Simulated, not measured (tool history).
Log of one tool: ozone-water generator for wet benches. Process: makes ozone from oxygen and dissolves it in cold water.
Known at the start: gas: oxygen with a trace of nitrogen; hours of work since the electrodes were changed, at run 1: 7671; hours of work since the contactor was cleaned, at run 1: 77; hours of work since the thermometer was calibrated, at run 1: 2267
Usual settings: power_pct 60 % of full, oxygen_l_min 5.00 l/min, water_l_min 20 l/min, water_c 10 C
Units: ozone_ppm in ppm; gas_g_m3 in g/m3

| run | hour | power_pct | oxygen_l_min | water_l_min | water_c | hours of work since the electrodes were changed | hours of work since the contactor was cleaned | hours of work since the thermometer was calibrated | ozone_ppm | gas_g_m3 |
|---|---|---|---|---|---|---|---|---|---|---|
| 1 | 0.0 | 60 | 5.00 | 20 | 10 | 7671 | 77 | 2267 | 16.9 | 181.7 |
| 2 | 164.1 | 60 | 4.33 | 20 | 10 | 7835 | 241 | 2431 | 16.0 | 193.3 |
| 3 | 319.1 | 60 | 4.33 | 20 | 10 | 7990 | 396 | 2586 | 16.1 | 191.7 |
| 4 | 482.3 | 60 | 6.97 | 20 | 10 | 8153 | 559 | 2749 | 17.5 | 158.8 |
| 5 | 664.7 | 60 | 6.97 | 20 | 10 | 8335 | 741 | 2931 | 17.4 | 157.2 |
| 6 | 818.5 | 60 | 6.97 | 20 | 10 | 8489 | 895 | 3085 | 17.1 | 158.6 |
|  | 855.9 | water thermometer calibrated |
| 7 | 1023.3 | 59 | 6.97 | 20 | 10 | 8693 | 1099 | 167 | 17.2 | 155.1 |
| 8 | 1245.7 | 59 | 6.97 | 20 | 10 | 8916 | 1321 | 390 | 16.7 | 154.5 |
| 9 | 1345.3 | 59 | 6.97 | 20 | 10 | 9015 | 1421 | 489 | 16.9 | 154.4 |
| 10 | 1477.1 | 60 | 7.35 | 20 | 10 | 9147 | 1552 | 621 | 17.4 | 151.8 |
| 11 | 1604.1 | 60 | 7.35 | 20 | 10 | 9274 | 1679 | 748 | 17.1 | 151.3 |
| 12 | 1768.0 | 60 | 7.35 | 20 | 10 | 9438 | 1843 | 912 | 17.0 | 151.9 |
| 13 | 1977.1 | 60 | 7.35 | 20 | 10 | 9647 | 2052 | 1121 | 16.9 | 151.0 |
| 14 | 2170.5 | 60 | 7.35 | 20 | 9 | 9840 | 2246 | 1314 | 16.9 | 150.8 |
| 15 | 2378.8 | 60 | 7.35 | 20 | 9 | 10048 | 2454 | 1522 | 16.5 | 148.4 |
| 16 | 2560.9 | 68 | 5.58 | 12 | 12 | 10230 | 2636 | 1704 | 23.8 | 177.9 |
| 17 | 2720.5 | 76 | 6.22 | 12 | 12 | 10390 | 2795 | 1864 | 24.8 | 175.5 |
| 18 | 2848.4 | 67 | 6.22 | 12 | 12 | 10517 | 2923 | 1991 | 23.5 | 166.6 |
| 19 | 2953.2 | 60 | 5.00 | 20 | 8 | 10622 | 3028 | 2096 | 15.3 | 172.6 |
| 20 | 3154.3 | 60 | 8.28 | 20 | 9 | 10823 | 3229 | 2297 | 16.5 | 138.6 |
|  | 3233.0 | electrodes of the discharge changed |
| 21 | 3315.7 | 43 | 5.16 | 25 | 16 | 83 | 3384 | 2453 | 11.5 | 172.3 |
| 22 | 3534.0 | 60 | 3.23 | 20 | 10 | 301 | 3602 | 2671 | 16.3 | 248.9 |
| 23 | 3759.4 | 60 | 3.23 | 20 | 10 | 526 | 3828 | 2896 | 16.0 | 248.4 |
| 24 | 3967.3 | 60 | 3.23 | 20 | 9 | 734 | 4036 | 3104 | 16.2 | 245.9 |
|  | 3982.6 | water thermometer calibrated |
| 25 | 4106.6 | 60 | 3.23 | 20 | 9 | 873 | 4174 | 124 | 16.1 | 248.2 |
| 26 | 4269.9 | 86 | 7.83 | 14 | 7 | 1036 | 4337 | 287 | 31.1 | 204.0 |
| 27 | 4391.7 | 86 | 7.83 | 14 | 7 | 1158 | 4459 | 409 | 30.9 | 204.8 |

4 ways to go on from here, each from the tool as it stands after run 27. What would each give?
| A | 4600.2 | 60 | 5.00 | 25 | 10 | 1366 | 4668 | 617 | ? | ? |
| B | 4600.2 | 57 | 6.01 | 14 | 8 | 1366 | 4668 | 617 | ? | ? |
| C | 4600.2 | 60 | 5.00 | 20 | 7 | 1366 | 4668 | 617 | ? | ? |
| D | 4600.2 | 91 | 5.00 | 20 | 6 | 1366 | 4668 | 617 | ? | ? |

| run | ozone_ppm | gas_g_m3 |
|---|---|---|
| A | 14.2 | 202.7 |
| B | 23.7 | 182.9 |
| C | 18.2 | 202.8 |
| D | 22.9 | 254.4 |
Without the tool's hidden state the same runs would have given:
| run | ozone_ppm | gas_g_m3 |
|---|---|---|
| A | 15.7 | 208.6 |
| B | 26.0 | 188.0 |
| C | 20.1 | 208.7 |
| D | 25.4 | 263.6 |
